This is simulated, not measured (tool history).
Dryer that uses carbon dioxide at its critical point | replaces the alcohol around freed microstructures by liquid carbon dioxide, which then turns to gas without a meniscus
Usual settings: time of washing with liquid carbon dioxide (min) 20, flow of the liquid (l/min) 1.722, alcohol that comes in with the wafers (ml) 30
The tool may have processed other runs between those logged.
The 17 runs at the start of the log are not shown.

run,day,time of washing with liquid carbon dioxide (min),flow of the liquid (l/min),alcohol that comes in with the wafers (ml),alcohol left in the vessel before it's heated (ppm by volume)
18,21.812,20,1.722,44,55
19,22.679,20,1.722,30,47
20,23.579,15,1.722,30,118
# day 24.225: inlet filter changed
21,24.921,15,2.380,30,36
22,26.521,15,2.380,30,34
23,27.908,17,1.140,30,236
24,28.804,20,1.722,101,63
25,29.733,19,2.260,21,23
26,31.362,20,1.722,40,49
27,33.162,23,2.200,26,31
28,34.292,23,2.200,26,33
29,35.258,20,1.722,62,65
30,36.254,20,1.722,62,66
31,37.600,20,1.722,39,52
32,39.183,17,1.470,26,123
33,40.346,32,1.722,30,31
# day 41.700: inlet filter changed
34,41.804,12,1.160,30,568
35,43.062,12,1.790,23,128
36,44.175,21,1.980,30,33
37,45.300,15,1.722,76,181
38,46.475,15,1.722,76,187

Here are 4 independent what-if runs from the current tool condition. What would each one return?
A,47.758,13,2.580,49,?
B,47.758,25,1.722,76,?
C,47.758,16,2.670,50,?
D,47.758,17,2.000,57,?

run,alcohol left in the vessel before it's heated (ppm by volume)
A,52
B,48
C,39
D,64
Take away the tool's hidden state, keep each run's random variation, and the runs would have read:
run,alcohol left in the vessel before it's heated (ppm by volume)
A,16
B,16
C,8
D,27

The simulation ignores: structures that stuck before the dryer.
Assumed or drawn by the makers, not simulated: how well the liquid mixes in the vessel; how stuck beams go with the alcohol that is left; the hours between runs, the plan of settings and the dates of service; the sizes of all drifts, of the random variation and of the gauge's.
